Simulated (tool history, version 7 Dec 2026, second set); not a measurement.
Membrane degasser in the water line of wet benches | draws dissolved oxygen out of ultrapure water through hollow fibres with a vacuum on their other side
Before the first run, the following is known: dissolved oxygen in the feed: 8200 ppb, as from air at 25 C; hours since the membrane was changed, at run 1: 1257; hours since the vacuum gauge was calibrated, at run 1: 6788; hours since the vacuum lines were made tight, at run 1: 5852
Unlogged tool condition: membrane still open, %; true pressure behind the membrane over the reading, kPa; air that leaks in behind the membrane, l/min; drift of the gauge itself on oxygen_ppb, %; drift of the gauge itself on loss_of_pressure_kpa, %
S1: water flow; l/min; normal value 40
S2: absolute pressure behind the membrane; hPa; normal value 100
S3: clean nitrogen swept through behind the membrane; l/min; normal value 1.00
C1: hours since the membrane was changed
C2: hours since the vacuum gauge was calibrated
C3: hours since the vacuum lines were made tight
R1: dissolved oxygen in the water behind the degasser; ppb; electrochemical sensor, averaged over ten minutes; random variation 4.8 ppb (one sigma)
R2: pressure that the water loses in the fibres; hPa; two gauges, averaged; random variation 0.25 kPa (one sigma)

Run 1, hour 0.0: usual settings; C1 1257; C2 6788; C3 5852. Result: R1 652.7 ppb, R2 685.2 hPa.
Run 2, hour 53.4: usual settings; C1 1310; C2 6841; C3 5905. Result: R1 653.5 ppb, R2 688.6 hPa.
Run 3, hour 79.4: usual settings; C1 1336; C2 6867; C3 5931. Result: R1 660.2 ppb, R2 687.7 hPa.
Run 4, hour 119.5: usual settings but S1 37 l/min; C1 1376; C2 6907; C3 5971. Result: R1 608.6 ppb, R2 632.7 hPa.
Run 5, hour 155.2: usual settings but S1 37 l/min, S3 2.52 l/min; C1 1412; C2 6943; C3 6007. Result: R1 340.1 ppb, R2 633.3 hPa.
Run 6, hour 194.6: usual settings but S2 196 hPa; C1 1451; C2 6982; C3 6046. Result: R1 1279.2 ppb, R2 689.6 hPa.
Run 7, hour 235.0: usual settings but S3 2.11 l/min; C1 1492; C2 7023; C3 6087. Result: R1 414.3 ppb, R2 687.9 hPa.
Run 8, hour 283.8: usual settings; C1 1541; C2 7071; C3 6135. Result: R1 659.3 ppb, R2 687.0 hPa.
Run 9, hour 326.3: usual settings; C1 1583; C2 7114; C3 6178. Result: R1 664.5 ppb, R2 692.1 hPa.
Run 10, hour 367.0: usual settings; C1 1624; C2 7155; C3 6219. Result: R1 651.4 ppb, R2 688.8 hPa.
Run 11, hour 405.9: usual settings; C1 1663; C2 7193; C3 6258. Result: R1 656.1 ppb, R2 690.3 hPa.
Run 12, hour 453.5: usual settings; C1 1710; C2 7241; C3 6305. Result: R1 654.9 ppb, R2 688.3 hPa.
Run 13, hour 493.4: usual settings; C1 1750; C2 7281; C3 6345. Result: R1 646.9 ppb, R2 691.4 hPa.
Run 14, hour 547.6: usual settings; C1 1804; C2 7335; C3 6399. Result: R1 657.0 ppb, R2 687.5 hPa.
At hour 553.5: vacuum gauge calibrated.
Run 15, hour 605.6: usual settings but S2 240 hPa; C1 1862; C2 52; C3 6457. Result: R1 1547.0 ppb, R2 690.8 hPa.
Run 16, hour 641.1: usual settings but S2 240 hPa; C1 1897; C2 88; C3 6492. Result: R1 1535.4 ppb, R2 689.3 hPa.
Run 17, hour 674.3: usual settings but S2 112 hPa, S3 1.18 l/min; C1 1931; C2 121; C3 6525. Result: R1 675.3 ppb, R2 690.7 hPa.
Run 18, hour 722.9: usual settings but S1 41 l/min, S2 101 hPa, S3 2.70 l/min; C1 1979; C2 169; C3 6574. Result: R1 382.9 ppb, R2 712.3 hPa.
Run 19, hour 778.8: usual settings but S1 29 l/min, S2 101 hPa, S3 2.40 l/min; C1 2035; C2 225; C3 6630. Result: R1 265.1 ppb, R2 497.0 hPa.
Run 20, hour 807.8: usual settings but S2 197 hPa, S3 0.57 l/min; C1 2064; C2 254; C3 6659. Result: R1 1797.1 ppb, R2 694.1 hPa.
Run 21, hour 835.7: usual settings but S1 42 l/min, S2 182 hPa, S3 0.57 l/min; C1 2092; C2 282; C3 6687. Result: R1 1755.4 ppb, R2 729.1 hPa.
At hour 859.3: vacuum gauge calibrated, once more.
Run 22, hour 865.4: usual settings but S1 42 l/min, S2 182 hPa, S3 0.57 l/min; C1 2121; C2 6; C3 6716. Result: R1 1720.9 ppb, R2 722.7 hPa.
Run 23, hour 900.7: usual settings but S1 42 l/min, S2 182 hPa, S3 0.57 l/min; C1 2156; C2 41; C3 6751. Result: R1 1707.4 ppb, R2 726.5 hPa.
Run 24, hour 955.3: usual settings but S1 26 l/min, S2 105 hPa, S3 0.42 l/min; C1 2211; C2 96; C3 6806. Result: R1 787.5 ppb, R2 450.6 hPa.
Run 25, hour 997.0: usual settings but S1 35 l/min, S2 88 hPa, S3 1.33 l/min; C1 2253; C2 138; C3 6848. Result: R1 402.7 ppb, R2 607.9 hPa.
Run 26, hour 1044.6: usual settings but S1 27 l/min, S2 109 hPa, S3 1.61 l/min; C1 2300; C2 185; C3 6895. Result: R1 343.6 ppb, R2 465.7 hPa.
Run 27, hour 1099.0: usual settings but S1 27 l/min, S2 109 hPa, S3 1.61 l/min; C1 2355; C2 240; C3 6950. Result: R1 336.9 ppb, R2 465.1 hPa.
Run 28, hour 1156.5: usual settings but S1 27 l/min, S2 109 hPa, S3 1.61 l/min; C1 2412; C2 297; C3 7007. Result: R1 341.2 ppb, R2 469.1 hPa.
Run 29, hour 1193.4: usual settings but S1 27 l/min, S2 211 hPa; C1 2449; C2 334; C3 7044. Result: R1 986.7 ppb, R2 466.6 hPa.
Run 30, hour 1249.7: usual settings but S1 49 l/min, S2 92 hPa; C1 2505; C2 390; C3 7100. Result: R1 712.9 ppb, R2 849.2 hPa.
Run 31, hour 1281.9: usual settings but S1 49 l/min, S2 92 hPa; C1 2538; C2 423; C3 7133. Result: R1 712.7 ppb, R2 842.4 hPa.

Entry by entry between the runs, the difference in hidden state between the last listed run before and the first listed run after:
Logged between run 14 and run 15: vacuum gauge calibrated (hour 553.5)
  true pressure behind the membrane over the reading, kPa: 0.31 -> 0.48; air that leaks in behind the membrane, l/min: 0.0286 -> 0.0288
  difference, measured minus the result without the unlogged condition, R1: +27.4 -> +36.7 ppb; R2: +6.0 -> +6.2 hPa
Logged between run 21 and run 22: vacuum gauge calibrated, once more (hour 859.3)
  true pressure behind the membrane over the reading, kPa: 0.49 -> 0.03; air that leaks in behind the membrane, l/min: 0.0298 -> 0.0299
  difference, measured minus the result without the unlogged condition, R1: +37.6 -> -3.5 ppb; R2: +7.5 -> +7.5 hPa

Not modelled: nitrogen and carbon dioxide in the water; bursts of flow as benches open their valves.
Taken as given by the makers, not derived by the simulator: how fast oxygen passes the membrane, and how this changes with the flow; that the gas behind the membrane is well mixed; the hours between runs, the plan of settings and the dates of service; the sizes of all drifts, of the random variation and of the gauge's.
